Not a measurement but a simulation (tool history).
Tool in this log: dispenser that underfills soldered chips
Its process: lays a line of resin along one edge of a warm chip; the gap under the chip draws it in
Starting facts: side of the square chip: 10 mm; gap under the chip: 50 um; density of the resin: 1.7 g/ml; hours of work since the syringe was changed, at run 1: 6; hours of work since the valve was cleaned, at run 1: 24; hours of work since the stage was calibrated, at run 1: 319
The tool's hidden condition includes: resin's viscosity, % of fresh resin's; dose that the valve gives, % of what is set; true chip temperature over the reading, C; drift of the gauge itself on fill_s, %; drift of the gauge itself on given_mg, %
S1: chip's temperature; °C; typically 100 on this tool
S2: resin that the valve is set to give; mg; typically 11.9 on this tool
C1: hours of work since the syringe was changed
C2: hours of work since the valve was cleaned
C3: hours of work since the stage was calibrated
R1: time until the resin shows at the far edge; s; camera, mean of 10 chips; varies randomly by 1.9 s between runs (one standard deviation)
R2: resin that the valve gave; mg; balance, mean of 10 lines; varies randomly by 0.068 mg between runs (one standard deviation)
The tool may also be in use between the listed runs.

{"run": 1, "hour": 0.0, "S1": 100, "S2": 11.9, "C1": 6, "C2": 24, "C3": 319, "R1": 267.8, "R2": 11.73}
{"hour": 4.6, "done": "new syringe of resin"}
{"run": 2, "hour": 5.0, "S1": 100, "S2": 11.9, "C1": 0, "C2": 27, "C3": 323, "R1": 182.6, "R2": 11.55}
{"run": 3, "hour": 16.1, "S1": 100, "S2": 11.9, "C1": 8, "C2": 35, "C3": 330, "R1": 297.0, "R2": 11.64}
{"hour": 18.3, "done": "new syringe of resin"}
{"run": 4, "hour": 26.0, "S1": 100, "S2": 11.7, "C1": 5, "C2": 42, "C3": 337, "R1": 261.1, "R2": 11.42}
{"hour": 32.0, "done": "new syringe of resin"}
{"run": 5, "hour": 36.1, "S1": 100, "S2": 11.9, "C1": 3, "C2": 48, "C3": 344, "R1": 213.0, "R2": 11.38}
{"run": 6, "hour": 41.5, "S1": 100, "S2": 12.7, "C1": 7, "C2": 52, "C3": 348, "R1": 264.0, "R2": 12.23}
{"hour": 46.0, "done": "new syringe of resin"}
{"run": 7, "hour": 52.4, "S1": 100, "S2": 11.9, "C1": 4, "C2": 59, "C3": 355, "R1": 245.7, "R2": 11.24}
{"hour": 55.3, "done": "dispensing valve cleaned and set on the balance"}
{"run": 8, "hour": 59.0, "S1": 100, "S2": 11.9, "C1": 8, "C2": 3, "C3": 359, "R1": 313.9, "R2": 11.8}
{"hour": 60.5, "done": "new syringe of resin"}
{"run": 9, "hour": 70.4, "S1": 100, "S2": 15.2, "C1": 7, "C2": 10, "C3": 366, "R1": 272.1, "R2": 15.03}
{"hour": 74.1, "done": "new syringe of resin"}
{"run": 10, "hour": 79.9, "S1": 106, "S2": 11.9, "C1": 4, "C2": 17, "C3": 373, "R1": 199.1, "R2": 11.77}
{"hour": 88.0, "done": "new syringe of resin"}
{"run": 11, "hour": 89.5, "S1": 106, "S2": 11.9, "C1": 1, "C2": 23, "C3": 379, "R1": 170.3, "R2": 11.72}
{"run": 12, "hour": 99.5, "S1": 94, "S2": 13.3, "C1": 8, "C2": 30, "C3": 386, "R1": 344.7, "R2": 12.98}
{"hour": 101.8, "done": "new syringe of resin"}
{"run": 13, "hour": 109.5, "S1": 102, "S2": 10.4, "C1": 5, "C2": 37, "C3": 393, "R1": 252.5, "R2": 10.07}
{"hour": 115.8, "done": "new syringe of resin"}
{"run": 14, "hour": 121.0, "S1": 105, "S2": 14.6, "C1": 4, "C2": 44, "C3": 401, "R1": 191.6, "R2": 14.04}
{"run": 15, "hour": 127.5, "S1": 91, "S2": 11.9, "C1": 8, "C2": 49, "C3": 405, "R1": 381.8, "R2": 11.53}
{"hour": 129.4, "done": "new syringe of resin"}
{"run": 16, "hour": 135.6, "S1": 90, "S2": 10.4, "C1": 4, "C2": 54, "C3": 411, "R1": 317.9, "R2": 10.04}

Expected results for the next run?
{"run": 17, "hour": 140.3, "S1": 106, "S2": 15.5, "C1": 8, "C2": 58, "C3": 414, "R1": "?", "R2": "?"}

R1: 241.8 s
R2: 14.82 mg
The same run, on a tool lacking any hidden state, would have yielded R1 160.4 s, R2 15.51 mg.
